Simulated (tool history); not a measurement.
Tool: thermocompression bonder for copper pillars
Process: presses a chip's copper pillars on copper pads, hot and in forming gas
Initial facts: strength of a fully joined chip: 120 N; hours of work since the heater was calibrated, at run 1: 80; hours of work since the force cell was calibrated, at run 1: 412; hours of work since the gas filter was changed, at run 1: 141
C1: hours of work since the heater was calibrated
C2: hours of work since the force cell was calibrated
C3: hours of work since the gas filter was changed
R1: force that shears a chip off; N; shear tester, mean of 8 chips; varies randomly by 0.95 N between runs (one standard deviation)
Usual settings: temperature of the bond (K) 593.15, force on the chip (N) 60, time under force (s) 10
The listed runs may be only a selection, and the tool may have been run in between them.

Run 1, day 0: usual settings; C1 80; C2 412; C3 141. Result: R1 76.1 N.
Run 2, day 0.325: usual settings; C1 85; C2 417; C3 146. Result: R1 76.9 N.
Run 3, day 0.629: usual settings; C1 90; C2 422; C3 151. Result: R1 77.3 N.
Run 4, day 0.967: usual settings but force on the chip (N) 53; C1 95; C2 427; C3 156. Result: R1 73.4 N.
Run 5, day 1.317: usual settings; C1 100; C2 432; C3 161. Result: R1 76.5 N.
Run 6, day 1.642: usual settings but force on the chip (N) 86; C1 105; C2 437; C3 167. Result: R1 86.6 N.
Run 7, day 1.938: usual settings but force on the chip (N) 86; C1 110; C2 442; C3 171. Result: R1 88.1 N.
Run 8, day 2.325: usual settings; C1 116; C2 448; C3 177. Result: R1 77.6 N.
Run 9, day 2.729: usual settings but force on the chip (N) 69; C1 122; C2 454; C3 183. Result: R1 81.3 N.
Run 10, day 3.158: usual settings but force on the chip (N) 69; C1 129; C2 461; C3 190. Result: R1 79.4 N.
Run 11, day 3.633: usual settings but time under force (s) 9; C1 136; C2 468; C3 197. Result: R1 75.3 N.
Run 12, day 4.033: usual settings but time under force (s) 9; C1 142; C2 474; C3 203. Result: R1 73 N.
Run 13, day 4.342: usual settings but time under force (s) 9; C1 147; C2 479; C3 208. Result: R1 73.7 N.
Run 14, day 4.604: usual settings but temperature of the bond (K) 567.15; C1 151; C2 483; C3 212. Result: R1 61.2 N.
At day 4.708: force cell calibrated.
Run 15, day 5.058: usual settings but time under force (s) 7; C1 157; C2 5; C3 218. Result: R1 66.8 N.
Run 16, day 5.362: usual settings but time under force (s) 7; C1 162; C2 10; C3 223. Result: R1 67.3 N.
Run 17, day 5.6: usual settings but time under force (s) 7; C1 165; C2 14; C3 227. Result: R1 66.7 N.
Run 18, day 5.917: usual settings but time under force (s) 7; C1 170; C2 19; C3 232. Result: R1 67.2 N.
Run 19, day 6.267: usual settings but time under force (s) 27; C1 176; C2 24; C3 237. Result: R1 92.9 N.
Run 20, day 6.488: usual settings; C1 179; C2 27; C3 240. Result: R1 74.1 N.
Run 21, day 6.888: usual settings but temperature of the bond (K) 577.15; C1 185; C2 34; C3 247. Result: R1 65.7 N.
At day 7.154: force cell calibrated, once more.
Run 22, day 7.383: usual settings but time under force (s) 27; C1 192; C2 4; C3 253. Result: R1 91.8 N.
Run 23, day 7.675: usual settings but time under force (s) 27; C1 196; C2 8; C3 258. Result: R1 93.1 N.
Run 24, day 7.992: usual settings but time under force (s) 27; C1 201; C2 13; C3 263. Result: R1 91.9 N.
At day 8.138: forming gas filter changed.
Run 25, day 8.338: usual settings but time under force (s) 27; C1 206; C2 18; C3 3. Result: R1 101 N.
Run 26, day 8.583: usual settings but temperature of the bond (K) 578.15, time under force (s) 22; C1 210; C2 22; C3 7. Result: R1 88.4 N.
Run 27, day 8.85: usual settings but temperature of the bond (K) 601.15, time under force (s) 14; C1 214; C2 26; C3 11. Result: R1 93.7 N.
Run 28, day 9.238: usual settings but temperature of the bond (K) 601.15, time under force (s) 14; C1 220; C2 32; C3 17. Result: R1 92.3 N.
Run 29, day 9.467: usual settings but temperature of the bond (K) 618.15; C1 224; C2 35; C3 21. Result: R1 94.9 N.
Run 30, day 9.738: usual settings but temperature of the bond (K) 623.15; C1 228; C2 40; C3 25. Result: R1 96.8 N.
Run 31, day 9.988: usual settings but temperature of the bond (K) 613.15, time under force (s) 6; C1 232; C2 43; C3 29. Result: R1 80.4 N.
Run 32, day 10.421: usual settings but temperature of the bond (K) 589.15, force on the chip (N) 46, time under force (s) 27; C1 239; C2 50; C3 35. Result: R1 89.4 N.
Run 33, day 10.729: usual settings but temperature of the bond (K) 589.15, force on the chip (N) 46, time under force (s) 27; C1 243; C2 55; C3 40. Result: R1 87.8 N.
Run 34, day 11.2: usual settings but temperature of the bond (K) 589.15, force on the chip (N) 46, time under force (s) 27; C1 251; C2 62; C3 47. Result: R1 89.2 N.
Run 35, day 11.45: usual settings but temperature of the bond (K) 589.15, force on the chip (N) 46, time under force (s) 27; C1 254; C2 66; C3 51. Result: R1 89.5 N.
Run 36, day 11.888: usual settings but temperature of the bond (K) 603.15, force on the chip (N) 47, time under force (s) 6; C1 261; C2 73; C3 58. Result: R1 67.2 N.
Run 37, day 12.079: usual settings but temperature of the bond (K) 589.15, force on the chip (N) 89, time under force (s) 8; C1 264; C2 76; C3 61. Result: R1 84.3 N.
Run 38, day 12.304: usual settings but temperature of the bond (K) 618.15, force on the chip (N) 47, time under force (s) 26; C1 268; C2 79; C3 64. Result: R1 102 N.
Run 39, day 12.55: usual settings but temperature of the bond (K) 598.15, force on the chip (N) 70, time under force (s) 7; C1 271; C2 83; C3 68. Result: R1 79 N.
Run 40, day 12.788: usual settings but temperature of the bond (K) 583.15, force on the chip (N) 56; C1 275; C2 87; C3 72. Result: R1 70.9 N.

The logged runs with the hidden state left out (each run's random variation unchanged):
Hidden state present: true temperature of the bond over the reading, C; force that reaches the chip, % of what is set; oxide that the forming gas leaves, % of the face; drift of the gauge itself on shear_n, %.
run     R1
  1   80.4
  2   81.3
  3   81.9
  4   77.9
  5   81.4
  6   92.1
  7   93.9
  8     83
  9   87.3
 10   85.4
 11   81.2
 12     79
 13   79.9
 14   66.6
 15   73.6
 16   74.3
 17   73.9
 18   74.5
 19  101.9
 20   82.1
 21   73.2
 22   99.6
 23  101.2
 24  100.1
 25  101.1
 26   88.7
 27   94.1
 28   92.9
 29   95.6
 30   97.7
 31   81.3
 32   90.6
 33   89.2
 34   90.7
 35   91.2
 36   68.7
 37   86.2
 38  104.3
 39   81.1
 40   72.9
